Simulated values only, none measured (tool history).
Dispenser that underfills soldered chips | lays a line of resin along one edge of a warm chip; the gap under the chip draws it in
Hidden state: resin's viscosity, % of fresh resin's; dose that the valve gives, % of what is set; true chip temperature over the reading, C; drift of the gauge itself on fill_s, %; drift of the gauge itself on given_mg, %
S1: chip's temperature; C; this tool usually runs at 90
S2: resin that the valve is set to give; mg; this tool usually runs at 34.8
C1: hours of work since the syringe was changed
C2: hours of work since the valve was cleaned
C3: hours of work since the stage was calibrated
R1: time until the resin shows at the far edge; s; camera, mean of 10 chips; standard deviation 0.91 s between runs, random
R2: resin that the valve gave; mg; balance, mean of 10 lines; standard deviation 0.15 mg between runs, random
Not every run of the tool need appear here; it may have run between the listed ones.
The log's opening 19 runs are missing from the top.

run	day	S1	S2	C1	C2	C3	R1	R2
20	4.242	91	34.8	4	73	168	108.2	32.55
21	4.479	96	41.9	8	77	171	115.5	38.79
22	4.612	78	36.5	10	79	173	279.8	33.74
# day 4.738: new syringe of resin
23	4.933	91	34.8	3	83	178	99.7	31.94
24	5.229	80	34.8	7	88	182	221.3	31.90
25	5.500	88	34.4	11	92	186	212.9	31.67
# day 5.538: new syringe of resin
26	5.692	93	34.2	2	94	189	87.7	31.36
27	5.983	86	31.0	7	99	193	165.3	28.31
28	6.133	80	38.0	9	101	196	245.2	34.39

Expected results for the next run?
# day 6.325: new syringe of resin
29	6.342	84	43.4	0	104	199	?	?

R1: 105.4 s
R2: 39.53 mg
Without the tool's hidden state the same run would have given R1 110.2 s, R2 43.60 mg.
